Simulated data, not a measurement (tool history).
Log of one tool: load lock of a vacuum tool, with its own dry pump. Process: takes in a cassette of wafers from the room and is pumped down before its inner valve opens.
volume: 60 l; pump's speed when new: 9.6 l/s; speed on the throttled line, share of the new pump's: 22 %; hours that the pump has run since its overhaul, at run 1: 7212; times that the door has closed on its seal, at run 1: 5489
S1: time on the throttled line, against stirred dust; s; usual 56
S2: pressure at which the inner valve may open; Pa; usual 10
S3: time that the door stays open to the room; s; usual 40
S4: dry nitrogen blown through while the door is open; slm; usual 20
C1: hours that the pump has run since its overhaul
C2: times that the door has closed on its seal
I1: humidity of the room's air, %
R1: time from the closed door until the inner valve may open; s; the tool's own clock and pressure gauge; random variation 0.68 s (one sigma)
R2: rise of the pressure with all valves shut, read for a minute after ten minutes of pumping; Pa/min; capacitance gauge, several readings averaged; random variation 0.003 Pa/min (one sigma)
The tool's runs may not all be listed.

run,hour,S1,S2,S3,S4,C1,C2,I1,R1,R2
1,0,56,10,40,20,7212,5489,44.1,105,0.03
2,360.6,56,10,40,20,7572,7091,44.8,105.6,0.042
3,637.4,56,10,40,20,7849,8320,45.5,106.9,0.047
4,882.5,56,10,144,20,8094,9409,46.9,105.2,0.067
5,1044.5,56,10,40,20,8256,10129,47.1,106.9,0.055
6,1328.2,56,10,40,20,8540,11388,44.9,104.9,0.059
7,1599.1,56,10,40,20,8811,12592,47.3,107.5,0.068
8,1964.1,56,10,40,40,9176,14213,46.6,106.8,0.076
9,2289,56,10,109,20,9501,15656,44.7,107.7,0.098
10,2635,50,10,40,20,9847,17193,47.9,103,0.101
11,2989.8,56,10,40,20,10201,18769,43.7,107.6,0.103
12,3222.1,56,10,40,20,10434,19801,45.6,107.4,0.114
13,3578.4,56,10,26,20,10790,21383,45.3,108.6,0.125
14,3914.3,109,10,26,20,11126,22875,42.5,149.6,0.137
15,4158.6,56,10,225,20,11370,23960,45.2,107.7,0.183
16,4425.2,56,10,225,20,11637,25144,45,107.8,0.195
17,4738.3,56,10,225,20,11950,26535,45.9,108.5,0.208
18,5089.2,56,10,225,20,12301,28093,44.5,108.5,0.219
19,5433.2,32,18,180,20,12645,29621,44.2,85,0.238
20,5606.4,32,18,180,20,12818,30391,44.1,85.8,0.234
21,5868.3,29,10,90,19,13080,31554,43.2,88.8,0.231
22,6026.8,59,10,90,19,13238,32258,44.2,110.7,0.235
23,6228.3,59,10,90,19,13440,33153,43.7,112,0.243
24,6593.2,51,12,109,19,13805,34773,44.9,104,0.267
25,6803.1,28,18,40,20,14015,35706,44.6,84.2,0.267
26,7145,28,18,40,20,14357,37224,47.5,83.8,0.28
27,7466.9,110,18,40,5,14679,38654,41.3,145.8,0.314
28,7644.8,35,8,40,14,14856,39444,46.4,95.5,0.315
29,7938.8,56,15,40,14,15150,40750,44.6,106.9,0.32
30,8127.3,56,15,40,14,15339,41587,44.4,107.2,0.326
31,8403.1,56,15,40,14,15615,42812,42.7,107,0.348
32,8646.1,28,18,32,7,15858,43891,47.4,85.7,0.364
33,8947.5,28,18,55,26,16159,45230,45.2,84.8,0.375
34,9301.2,67,14,72,26,16513,46801,44.6,116.5,0.39
35,9612.8,67,14,72,26,16824,48185,45.6,116.6,0.41
36,9788.7,82,14,181,20,17000,48966,44,127.7,0.448

The same runs without the tool's hidden state, with the same run-to-run variation:
The hidden state here: pump's speed, % of a new pump's; leak at the door's seal, Pa l/s; drift of the gauge itself on ready_s, %; drift of the gauge itself on rise_pa_min, %.
run,R1,R2
1,101,0.01
2,101.4,0.014
3,102.5,0.013
4,100.7,0.028
5,102.3,0.012
6,100.2,0.01
7,102.6,0.013
8,101.7,0.011
9,102.4,0.025
10,97.3,0.016
11,102,0.01
12,101.7,0.014
13,102.7,0.01
14,144.8,0.008
15,101.5,0.047
16,101.5,0.048
17,102,0.049
18,101.8,0.043
19,78,0.044
20,78.6,0.037
21,80.7,0.027
22,103.6,0.023
23,104.7,0.019
24,96.3,0.027
25,76.1,0.014
26,75.6,0.013
27,140.5,0.029
28,86.3,0.021
29,99,0.016
30,99.2,0.013
31,98.9,0.015
32,76.4,0.019
33,75.4,0.017
34,108.3,0.012
35,108,0.017
36,119.9,0.037
